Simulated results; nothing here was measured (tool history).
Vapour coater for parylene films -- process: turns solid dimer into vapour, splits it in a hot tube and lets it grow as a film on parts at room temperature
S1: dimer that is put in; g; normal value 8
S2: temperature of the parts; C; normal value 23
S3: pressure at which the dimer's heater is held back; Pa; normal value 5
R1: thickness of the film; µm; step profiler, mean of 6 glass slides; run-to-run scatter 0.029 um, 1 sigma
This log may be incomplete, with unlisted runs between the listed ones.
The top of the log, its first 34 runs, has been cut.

run 35 hour=485.3 | S1=3 S2=23 S3=5 | R1=1.64
run 36 hour=502.6 | S1=3 S2=23 S3=5 | R1=1.61
run 37 hour=523.4 | S1=10 S2=24 S3=5 | R1=5.14
run 38 hour=532.9 | S1=5 S2=23 S3=5 | R1=2.72
run 39 hour=548.7 | S1=5 S2=23 S3=5 | R1=2.75
run 40 hour=568 | S1=9 S2=17 S3=4.3 | R1=6.69
run 41 hour=581.6 | S1=9 S2=17 S3=4.3 | R1=6.7
run 42 hour=591 | S1=7 S2=20 S3=6.63 | R1=4.15
run 43 hour=607.5 | S1=5 S2=21 S3=5.35 | R1=2.96
run 44 hour=628.7 | S1=10 S2=20 S3=5.35 | R1=6.15
-- hour=647 trap's valve overhauled
run 45 hour=653.6 | S1=4 S2=17 S3=9.2 | R1=2.6
run 46 hour=670.2 | S1=4 S2=17 S3=9.2 | R1=2.55
run 47 hour=687 | S1=4 S2=17 S3=9.2 | R1=2.58

Each row is a separate what-if for the run after 47, all from the same tool condition, not one after another. Results?
run A hour=699.5 | S1=7 S2=19 S3=6.42 | R1=?
run B hour=699.5 | S1=4 S2=30 S3=9.2 | R1=?
run C hour=699.5 | S1=5 S2=18 S3=7.46 | R1=?
run D hour=699.5 | S1=6 S2=23 S3=5 | R1=?
run E hour=699.5 | S1=11 S2=17 S3=9.2 | R1=?

run=A R1=4.36
run=B R1=1.38
run=C R1=3.21
run=D R1=3.25
run=E R1=7.09
Without the tool's unlogged condition, the same runs would have read:
run=A R1=4.36
run=B R1=1.38
run=C R1=3.21
run=D R1=3.25
run=E R1=7.08
